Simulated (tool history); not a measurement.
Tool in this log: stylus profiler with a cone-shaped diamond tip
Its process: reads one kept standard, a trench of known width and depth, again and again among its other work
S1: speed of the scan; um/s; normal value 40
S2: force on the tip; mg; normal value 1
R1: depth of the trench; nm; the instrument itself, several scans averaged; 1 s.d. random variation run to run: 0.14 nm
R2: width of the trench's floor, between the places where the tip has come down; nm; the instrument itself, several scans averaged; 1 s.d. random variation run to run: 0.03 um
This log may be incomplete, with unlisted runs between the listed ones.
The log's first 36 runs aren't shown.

Run 37, day 124.496: usual settings but S1 51 um/s, S2 0.59 mg. Result: R1 505.69 nm, R2 45610 nm.
Run 38, day 129.05: usual settings but S1 156 um/s, S2 1.86 mg. Result: R1 508.84 nm, R2 45220 nm.
Run 39, day 132.721: usual settings but S1 13 um/s, S2 1.86 mg. Result: R1 508.66 nm, R2 46120 nm.
Run 40, day 135.638: usual settings but S1 45 um/s, S2 0.7 mg. Result: R1 506.6 nm, R2 45690 nm.
Run 41, day 138.067: usual settings but S2 0.83 mg. Result: R1 506.88 nm, R2 45760 nm.
Run 42, day 141.508: usual settings but S2 0.83 mg. Result: R1 506.74 nm, R2 45760 nm.
Run 43, day 144.517: usual settings but S2 0.83 mg. Result: R1 506.82 nm, R2 45760 nm.
Run 44, day 147.454: usual settings but S2 0.83 mg. Result: R1 506.99 nm, R2 45720 nm.
At day 149.621: new tip fitted, height scale calibrated.
Run 45, day 151.333: usual settings but S2 0.83 mg. Result: R1 503.12 nm, R2 46900 nm.
Run 46, day 155.988: usual settings but S1 91 um/s, S2 0.91 mg. Result: R1 503.39 nm, R2 46320 nm.

Below are 5 alternative next runs, each starting from the tool's condition after run 46. Predict each:
Run A, day 158.854: usual settings but S1 91 um/s, S2 1.33 mg. Result: R1 ?, R2 ?.
Run B, day 158.854: usual settings but S1 69 um/s, S2 1.59 mg. Result: R1 ?, R2 ?.
Run C, day 158.854: usual settings but S1 80 um/s, S2 0.34 mg. Result: R1 ?, R2 ?.
Run D, day 158.854: usual settings but S2 1.92 mg. Result: R1 ?, R2 ?.
Run E, day 158.854: usual settings but S1 22 um/s, S2 0.92 mg. Result: R1 ?, R2 ?.

run      R1     R2
  A  504.27  46490
  B  504.93  46780
  C   501.9  45970
  D  505.57  46960
  E  503.66  47080
The same runs, with their run-to-run variation unchanged, on a tool lacking any hidden condition would have given:
run      R1     R2
  A  503.95  46560
  B   504.6  46850
  C  501.58  46040
  D  505.25  47030
  E  503.34  47140

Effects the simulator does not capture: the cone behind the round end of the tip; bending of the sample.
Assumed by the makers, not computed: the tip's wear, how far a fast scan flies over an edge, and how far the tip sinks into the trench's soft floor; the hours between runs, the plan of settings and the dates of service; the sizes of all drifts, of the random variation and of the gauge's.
